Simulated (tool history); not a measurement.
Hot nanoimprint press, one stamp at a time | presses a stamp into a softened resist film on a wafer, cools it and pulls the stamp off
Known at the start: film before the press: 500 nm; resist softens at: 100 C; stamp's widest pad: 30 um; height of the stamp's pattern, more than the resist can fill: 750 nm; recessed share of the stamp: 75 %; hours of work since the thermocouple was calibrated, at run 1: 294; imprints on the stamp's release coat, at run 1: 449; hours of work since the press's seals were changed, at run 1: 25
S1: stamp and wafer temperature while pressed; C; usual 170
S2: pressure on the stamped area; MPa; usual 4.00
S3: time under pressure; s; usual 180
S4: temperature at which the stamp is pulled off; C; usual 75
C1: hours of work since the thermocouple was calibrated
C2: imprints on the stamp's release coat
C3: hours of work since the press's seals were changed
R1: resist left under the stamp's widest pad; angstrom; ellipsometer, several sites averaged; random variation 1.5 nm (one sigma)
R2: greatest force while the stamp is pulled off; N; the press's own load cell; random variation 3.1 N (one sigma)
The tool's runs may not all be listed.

run	day	S1	S2	S3	S4	C1	C2	C3	R1	R2
1	0.000	170	4.00	180	75	294	449	25	2454	139
2	0.617	179	4.00	180	75	300	480	31	1694	151
3	1.379	170	4.00	180	75	307	518	38	2434	150
4	2.008	170	4.00	180	75	313	550	44	2447	148
5	2.642	170	4.00	180	75	320	582	50	2463	142
6	3.158	170	4.00	180	75	325	608	55	2441	151
7	3.921	170	4.00	180	75	332	647	63	2422	146
8	4.421	170	4.00	180	75	337	672	68	2451	150
9	5.042	170	4.00	180	75	343	703	74	2440	142
10	5.788	170	4.00	180	65	350	741	81	2427	182
11	6.396	170	4.00	180	65	356	771	87	2412	196
12	6.912	175	3.56	255	77	361	797	92	1831	139
13	7.617	175	3.56	255	77	368	833	99	1821	146
14	8.096	176	2.67	180	75	373	857	103	2299	146
15	8.888	182	3.52	134	65	380	897	111	1798	181
16	9.358	182	3.52	134	65	385	921	116	1789	185
17	10.054	180	3.39	97	63	392	956	123	2212	194
18	10.708	180	3.39	97	63	398	989	129	2226	195
19	11.396	179	5.08	97	60	405	1024	136	1910	201
20	12.129	170	4.00	321	63	412	1061	143	1935	193
21	12.562	163	4.00	180	65	416	1082	147	3186	184
22	12.888	174	5.39	200	68	419	1099	150	1694	173

4 ways to go on from here, each from the tool as it stands after run 22. What would each give?
A	13.358	180	5.39	200	68	424	1123	155	?	?
B	13.358	170	2.97	242	73	424	1123	155	?	?
C	13.358	177	5.24	180	75	424	1123	155	?	?
D	13.358	167	5.39	200	68	424	1123	155	?	?

run	R1	R2
A	1312	183
B	2463	152
C	1582	141
D	2330	177
Without the tool's hidden state the same runs would have given:
run	R1	R2
A	1314	181
B	2467	150
C	1585	140
D	2335	175
